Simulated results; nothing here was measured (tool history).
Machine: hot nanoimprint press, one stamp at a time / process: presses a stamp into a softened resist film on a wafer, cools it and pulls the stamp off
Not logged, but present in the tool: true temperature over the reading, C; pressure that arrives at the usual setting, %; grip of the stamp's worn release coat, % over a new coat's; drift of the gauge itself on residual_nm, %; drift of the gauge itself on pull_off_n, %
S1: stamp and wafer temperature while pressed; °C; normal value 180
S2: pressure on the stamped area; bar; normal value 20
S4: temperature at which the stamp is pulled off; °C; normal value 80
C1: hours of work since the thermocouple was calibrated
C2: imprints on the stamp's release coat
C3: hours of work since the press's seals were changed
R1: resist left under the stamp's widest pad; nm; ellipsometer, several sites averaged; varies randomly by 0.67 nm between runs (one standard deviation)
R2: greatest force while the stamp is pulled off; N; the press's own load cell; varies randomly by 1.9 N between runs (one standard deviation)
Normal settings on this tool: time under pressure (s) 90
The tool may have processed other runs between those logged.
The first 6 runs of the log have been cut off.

{"run": 7, "day": 1.958, "S1": 180, "S2": 20, "time under pressure (s)": 90, "S4": 80, "C1": 78, "C2": 2049, "C3": 59, "R1": 166.3, "R2": 99}
{"run": 8, "day": 2.308, "S1": 180, "S2": 20, "time under pressure (s)": 90, "S4": 70, "C1": 83, "C2": 2084, "C3": 64, "R1": 166.9, "R2": 108}
{"run": 9, "day": 2.6, "S1": 180, "S2": 20, "time under pressure (s)": 90, "S4": 70, "C1": 87, "C2": 2113, "C3": 69, "R1": 168.1, "R2": 106}
{"run": 10, "day": 2.846, "S1": 180, "S2": 22.3, "time under pressure (s)": 90, "S4": 70, "C1": 91, "C2": 2137, "C3": 72, "R1": 159.1, "R2": 105}
{"run": 11, "day": 3.175, "S1": 180, "S2": 22.3, "time under pressure (s)": 90, "S4": 70, "C1": 96, "C2": 2170, "C3": 77, "R1": 157, "R2": 106}
{"run": 12, "day": 3.396, "S1": 180, "S2": 20, "time under pressure (s)": 90, "S4": 80, "C1": 99, "C2": 2193, "C3": 80, "R1": 167.8, "R2": 98}
{"run": 13, "day": 3.754, "S1": 180, "S2": 20, "time under pressure (s)": 90, "S4": 80, "C1": 104, "C2": 2228, "C3": 86, "R1": 166.4, "R2": 99}
{"run": 14, "day": 4.142, "S1": 184, "S2": 20, "time under pressure (s)": 90, "S4": 80, "C1": 110, "C2": 2267, "C3": 91, "R1": 142.8, "R2": 100}
{"run": 15, "day": 4.588, "S1": 184, "S2": 20, "time under pressure (s)": 90, "S4": 80, "C1": 117, "C2": 2312, "C3": 98, "R1": 143.8, "R2": 98}
{"run": 16, "day": 4.829, "S1": 182, "S2": 23.8, "time under pressure (s)": 173, "S4": 82, "C1": 120, "C2": 2336, "C3": 101, "R1": 110.2, "R2": 99}
{"run": 17, "day": 5.2, "S1": 186, "S2": 20.4, "time under pressure (s)": 149, "S4": 77, "C1": 126, "C2": 2373, "C3": 107, "R1": 108.1, "R2": 103}
{"run": 18, "day": 5.492, "S1": 186, "S2": 20.4, "time under pressure (s)": 149, "S4": 77, "C1": 130, "C2": 2402, "C3": 111, "R1": 108.6, "R2": 100}
{"run": 19, "day": 5.688, "S1": 180, "S2": 24.4, "time under pressure (s)": 90, "S4": 72, "C1": 133, "C2": 2422, "C3": 114, "R1": 150.9, "R2": 105}
{"day": 6.1, "done": "stamp cleaned and given a new release coat"}
{"run": 20, "day": 6.275, "S1": 175, "S2": 24.4, "time under pressure (s)": 90, "S4": 83, "C1": 138, "C2": 18, "C3": 119, "R1": 184.1, "R2": 98}
{"run": 21, "day": 6.679, "S1": 180, "S2": 20, "time under pressure (s)": 168, "S4": 80, "C1": 144, "C2": 58, "C3": 125, "R1": 134.1, "R2": 98}
{"run": 22, "day": 6.912, "S1": 180, "S2": 16.5, "time under pressure (s)": 66, "S4": 80, "C1": 147, "C2": 81, "C3": 128, "R1": 205.3, "R2": 96}
{"run": 23, "day": 7.379, "S1": 168, "S2": 17.2, "time under pressure (s)": 66, "S4": 86, "C1": 154, "C2": 128, "C3": 135, "R1": 298.1, "R2": 95}
{"run": 24, "day": 7.671, "S1": 177, "S2": 17.2, "time under pressure (s)": 66, "S4": 68, "C1": 158, "C2": 157, "C3": 140, "R1": 224.4, "R2": 106}
{"run": 25, "day": 8.092, "S1": 174, "S2": 12.1, "time under pressure (s)": 93, "S4": 78, "C1": 164, "C2": 199, "C3": 146, "R1": 261.9, "R2": 98}
{"run": 26, "day": 8.471, "S1": 174, "S2": 12.1, "time under pressure (s)": 93, "S4": 78, "C1": 170, "C2": 237, "C3": 151, "R1": 261.7, "R2": 98}
{"run": 27, "day": 8.821, "S1": 174, "S2": 19.7, "time under pressure (s)": 84, "S4": 67, "C1": 175, "C2": 272, "C3": 157, "R1": 217.7, "R2": 106}
{"run": 28, "day": 9.079, "S1": 180, "S2": 20, "time under pressure (s)": 83, "S4": 67, "C1": 179, "C2": 298, "C3": 160, "R1": 173.3, "R2": 108}
{"run": 29, "day": 9.308, "S1": 180, "S2": 20, "time under pressure (s)": 83, "S4": 67, "C1": 182, "C2": 321, "C3": 164, "R1": 171.8, "R2": 109}
{"run": 30, "day": 9.725, "S1": 180, "S2": 23.5, "time under pressure (s)": 138, "S4": 67, "C1": 189, "C2": 363, "C3": 170, "R1": 130.3, "R2": 103}

Predict each of these 4 candidate next runs independently; none follows another, all start after run 30:
{"run": "A", "day": 9.925, "S1": 170, "S2": 23.5, "time under pressure (s)": 138, "S4": 67, "C1": 192, "C2": 382, "C3": 173, "R1": "?", "R2": "?"}
{"run": "B", "day": 9.925, "S1": 185, "S2": 13.8, "time under pressure (s)": 90, "S4": 71, "C1": 192, "C2": 382, "C3": 173, "R1": "?", "R2": "?"}
{"run": "C", "day": 9.925, "S1": 180, "S2": 23.5, "time under pressure (s)": 61, "S4": 67, "C1": 192, "C2": 382, "C3": 173, "R1": "?", "R2": "?"}
{"run": "D", "day": 9.925, "S1": 180, "S2": 23.5, "time under pressure (s)": 59, "S4": 67, "C1": 192, "C2": 382, "C3": 173, "R1": "?", "R2": "?"}

run=A R1=200.8 R2=107
run=B R1=168 R2=101
run=C R1=176.8 R2=110
run=D R1=178.4 R2=104
Without the tool's unlogged condition, the same runs would have read:
run=A R1=201 R2=107
run=B R1=168.2 R2=101
run=C R1=176.9 R2=110
run=D R1=178.5 R2=104

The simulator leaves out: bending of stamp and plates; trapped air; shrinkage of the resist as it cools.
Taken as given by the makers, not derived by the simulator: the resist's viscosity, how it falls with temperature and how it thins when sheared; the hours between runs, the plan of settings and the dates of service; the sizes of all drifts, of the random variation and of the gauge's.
